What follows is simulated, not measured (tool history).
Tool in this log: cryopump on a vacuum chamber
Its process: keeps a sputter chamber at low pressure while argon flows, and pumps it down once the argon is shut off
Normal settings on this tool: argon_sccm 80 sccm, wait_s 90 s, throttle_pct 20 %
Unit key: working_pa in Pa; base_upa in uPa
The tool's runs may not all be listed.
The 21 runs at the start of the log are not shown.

run	hour	argon_sccm	wait_s	throttle_pct	working_pa	base_upa
22	1217.1	38	90	30	0.1474	1.83
23	1253.8	85	223	20	0.4868	1.31
24	1300.3	137	90	32	0.5038	1.81
25	1346.7	137	90	32	0.5074	1.90
26	1404.9	55	64	24	0.2671	2.29
27	1485.3	55	64	24	0.2677	2.29
28	1528.3	55	64	24	0.2670	2.32
29	1609.9	139	190	31	0.5348	1.47
30	1665.1	67	24	20	0.3893	4.73
31	1713.3	76	20	20	0.4447	5.32
32	1774.7	130	20	18	0.8394	5.36
33	1859.2	60	147	31	0.2350	1.67
# hour 1902.9: pump warmed up, emptied and cooled again
34	1935.8	51	55	23	0.2448	2.35
35	1989.7	80	90	21	0.4215	1.74

Alternative continuations, all from the tool just after run 35; predict every row:
A	2027.8	80	30	16	?	?
B	2027.8	80	75	20	?	?
C	2027.8	80	90	21	?	?

run	working_pa	base_upa
A	0.5537	3.71
B	0.4471	2.01
C	0.4235	1.86
The same runs, with their run-to-run variation unchanged, on a tool lacking any hidden condition would have given:
run	working_pa	base_upa
A	0.5505	3.08
B	0.4438	1.37
C	0.4202	1.22
